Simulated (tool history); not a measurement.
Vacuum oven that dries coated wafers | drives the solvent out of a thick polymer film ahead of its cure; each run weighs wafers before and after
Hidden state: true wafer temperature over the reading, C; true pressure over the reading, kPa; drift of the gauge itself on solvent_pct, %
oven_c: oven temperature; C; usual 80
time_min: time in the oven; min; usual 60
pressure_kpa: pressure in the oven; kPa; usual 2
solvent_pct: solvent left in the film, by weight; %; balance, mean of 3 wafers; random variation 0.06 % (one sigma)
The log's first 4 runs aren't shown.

run,hour,oven_c,time_min,pressure_kpa,hours of work since the thermocouples were calibrated,hours of work since the vacuum gauge was cleaned of residue,solvent_pct
5,87.3,80,60,1.77,1281,259,3.35
6,117.3,80,60,1.77,1300,278,3.29
7,131.1,80,43,1.77,1308,286,4.03
8,158.5,80,60,6.52,1325,303,10.37
9,180.2,80,60,6.52,1338,316,10.22
10,194.2,80,69,6.52,1347,325,10.29
11,216.3,80,69,6.52,1360,338,10.39
12,233.3,80,69,6.52,1370,348,10.1
13,251.6,80,79,2,1382,360,3.5
14,281.4,76,60,2,1400,378,4.68
15,295.5,76,60,2,1408,386,4.9
16,317.7,76,78,2,1422,400,4.35
17,334.4,80,60,2,1432,410,3.79

Forecast run 18:
18,353.7,80,71,1.27,1444,422,?

{"run 18": {"solvent_pct": 2.4}}
Without the tool's hidden state the same run would have given solvent_pct 2.08 %.

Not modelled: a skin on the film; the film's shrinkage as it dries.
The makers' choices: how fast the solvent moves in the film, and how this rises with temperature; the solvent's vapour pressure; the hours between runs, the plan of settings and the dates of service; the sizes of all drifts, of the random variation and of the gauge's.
